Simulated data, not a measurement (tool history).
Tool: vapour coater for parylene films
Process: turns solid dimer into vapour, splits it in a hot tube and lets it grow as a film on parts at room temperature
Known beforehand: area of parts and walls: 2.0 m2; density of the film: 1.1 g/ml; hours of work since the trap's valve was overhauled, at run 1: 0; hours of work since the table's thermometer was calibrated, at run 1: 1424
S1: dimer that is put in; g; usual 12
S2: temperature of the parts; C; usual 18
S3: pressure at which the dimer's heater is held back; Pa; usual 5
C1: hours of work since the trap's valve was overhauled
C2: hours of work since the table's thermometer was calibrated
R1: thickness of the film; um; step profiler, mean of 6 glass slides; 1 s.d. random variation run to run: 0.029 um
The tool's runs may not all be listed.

run 1 hour=0 | S1=12 S2=18 S3=5 | C1=0 C2=1424 | R1=3.31
run 2 hour=47.8 | S1=12 S2=18 S3=5 | C1=36 C2=1460 | R1=3.25
run 3 hour=85.5 | S1=12 S2=18 S3=5 | C1=65 C2=1489 | R1=3.27
run 4 hour=125.2 | S1=12 S2=18 S3=9.44 | C1=94 C2=1519 | R1=3.04
run 5 hour=188 | S1=12 S2=18 S3=5 | C1=142 C2=1566 | R1=3.27
run 6 hour=221.5 | S1=12 S2=18 S3=5 | C1=167 C2=1591 | R1=3.2
run 7 hour=257.3 | S1=12 S2=18 S3=5 | C1=194 C2=1618 | R1=3.16
-- hour=270.9 table's thermometer calibrated
run 8 hour=321.7 | S1=12 S2=18 S3=5 | C1=242 C2=38 | R1=3.34
run 9 hour=371.3 | S1=6 S2=18 S3=5 | C1=279 C2=76 | R1=1.64
run 10 hour=399.6 | S1=6 S2=18 S3=5 | C1=301 C2=97 | R1=1.61
run 11 hour=444.1 | S1=6 S2=15 S3=5 | C1=334 C2=131 | R1=1.83
run 12 hour=507.8 | S1=6 S2=15 S3=5 | C1=382 C2=179 | R1=1.82
-- hour=549.3 trap's valve overhauled
run 13 hour=549.3 | S1=6 S2=18 S3=6.39 | C1=0 C2=207 | R1=1.68
run 14 hour=604.9 | S1=6 S2=18 S3=6.39 | C1=42 C2=249 | R1=1.68
run 15 hour=640.4 | S1=12 S2=13 S3=3.39 | C1=69 C2=276 | R1=4.4
run 16 hour=668.9 | S1=13 S2=18 S3=4.85 | C1=90 C2=297 | R1=3.64
run 17 hour=701.9 | S1=12 S2=12 S3=5 | C1=115 C2=322 | R1=4.3
run 18 hour=736.5 | S1=12 S2=18 S3=3.2 | C1=141 C2=348 | R1=3.51

Here are 3 independent what-if runs from the current tool condition. What would each one return?
run A hour=772.1 | S1=5 S2=18 S3=2.32 | C1=168 C2=375 | R1=?
run B hour=772.1 | S1=10 S2=18 S3=2.71 | C1=168 C2=375 | R1=?
run C hour=772.1 | S1=16 S2=24 S3=6.12 | C1=168 C2=375 | R1=?

run=A R1=1.52
run=B R1=2.94
run=C R1=3.4
With no hidden state in the tool, these same runs would have given:
run=A R1=1.59
run=B R1=3.08
run=C R1=3.57

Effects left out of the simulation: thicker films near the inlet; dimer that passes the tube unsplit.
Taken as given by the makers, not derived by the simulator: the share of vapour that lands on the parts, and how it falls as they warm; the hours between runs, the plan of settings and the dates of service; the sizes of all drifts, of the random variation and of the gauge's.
